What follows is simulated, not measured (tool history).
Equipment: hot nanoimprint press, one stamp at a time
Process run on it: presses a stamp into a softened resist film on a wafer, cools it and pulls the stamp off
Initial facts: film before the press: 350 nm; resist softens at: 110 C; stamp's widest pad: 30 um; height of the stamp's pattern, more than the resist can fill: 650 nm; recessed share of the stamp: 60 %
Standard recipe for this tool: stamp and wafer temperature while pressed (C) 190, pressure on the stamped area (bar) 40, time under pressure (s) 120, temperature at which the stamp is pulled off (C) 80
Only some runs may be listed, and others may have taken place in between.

| run | hour | stamp and wafer temperature while pressed (C) | pressure on the stamped area (bar) | time under pressure (s) | temperature at which the stamp is pulled off (C) | resist left under the stamp's widest pad (Å) | greatest force while the stamp is pulled off (N) |
|---|---|---|---|---|---|---|---|
| 1 | 0 | 190 | 40 | 120 | 80 | 1773 | 130 |
| 2 | 30 | 190 | 40 | 120 | 80 | 1772 | 131 |
| 3 | 71.8 | 190 | 40 | 120 | 80 | 1766 | 139 |
| 4 | 107.2 | 190 | 40 | 120 | 80 | 1795 | 144 |
| 5 | 147.2 | 190 | 27.8 | 120 | 80 | 2096 | 149 |
|  | 181.4 | stamp cleaned and given a new release coat |
| 6 | 184.9 | 190 | 27.8 | 120 | 80 | 2067 | 126 |
| 7 | 217.6 | 190 | 44.8 | 120 | 80 | 1723 | 130 |
| 8 | 252.7 | 190 | 40 | 120 | 80 | 1808 | 139 |
| 9 | 281.5 | 190 | 40 | 120 | 80 | 1833 | 140 |
| 10 | 316.8 | 190 | 40 | 120 | 80 | 1828 | 148 |
|  | 337.6 | press's hydraulic seals changed and the load cell set to zero |
| 11 | 355.1 | 190 | 55.5 | 120 | 80 | 1545 | 151 |
|  | 362 | plate thermocouple calibrated |
|  | 371.9 | stamp cleaned and given a new release coat |
| 12 | 390.8 | 190 | 25.1 | 120 | 80 | 2190 | 134 |
| 13 | 433.6 | 190 | 25.1 | 120 | 80 | 2227 | 140 |
| 14 | 461.8 | 190 | 50.5 | 120 | 80 | 1629 | 146 |
| 15 | 484.3 | 190 | 40 | 120 | 80 | 1858 | 147 |
|  | 511.9 | plate thermocouple calibrated, once more |
| 16 | 526.2 | 179 | 40 | 120 | 74 | 2357 | 170 |
| 17 | 545.8 | 195 | 40 | 72 | 69 | 1836 | 196 |
|  | 553.7 | stamp cleaned and given a new release coat |
| 18 | 579.8 | 184 | 40 | 120 | 69 | 2087 | 164 |
| 19 | 611.8 | 184 | 40 | 120 | 69 | 2083 | 175 |
| 20 | 649.3 | 190 | 40 | 120 | 78 | 1774 | 151 |
| 21 | 683.5 | 190 | 40 | 120 | 78 | 1798 | 152 |
| 22 | 705.9 | 186 | 57.5 | 63 | 74 | 2122 | 178 |
|  | 733.2 | stamp cleaned and given a new release coat |
| 23 | 742.7 | 186 | 57.5 | 63 | 74 | 2117 | 151 |
| 24 | 770 | 194 | 62 | 81 | 75 | 1524 | 152 |
| 25 | 792.9 | 191 | 62 | 88 | 75 | 1612 | 156 |
| 26 | 820.7 | 191 | 62 | 88 | 75 | 1604 | 155 |
| 27 | 859.9 | 191 | 62 | 88 | 75 | 1611 | 165 |
| 28 | 884.2 | 191 | 62 | 88 | 75 | 1614 | 172 |
|  | 913.7 | stamp cleaned and given a new release coat |
| 29 | 934.6 | 184 | 40 | 120 | 68 | 2118 | 177 |

Predict each of these 4 candidate next runs independently; none follows another, all start after run 29:
| A | 958.6 | 199 | 40 | 120 | 66 | ? | ? |
| B | 958.6 | 190 | 40 | 120 | 74 | ? | ? |
| C | 958.6 | 184 | 24.5 | 60 | 68 | ? | ? |
| D | 958.6 | 184 | 43.1 | 120 | 68 | ? | ? |

| run | resist left under the stamp's widest pad (Å) | greatest force while the stamp is pulled off (N) |
|---|---|---|
| A | 1434 | 183 |
| B | 1831 | 152 |
| C | 2895 | 179 |
| D | 2087 | 178 |
Had the tool no hidden state, the same runs would have come out as:
| run | resist left under the stamp's widest pad (Å) | greatest force while the stamp is pulled off (N) |
|---|---|---|
| A | 1386 | 172 |
| B | 1772 | 142 |
| C | 2850 | 168 |
| D | 2020 | 167 |
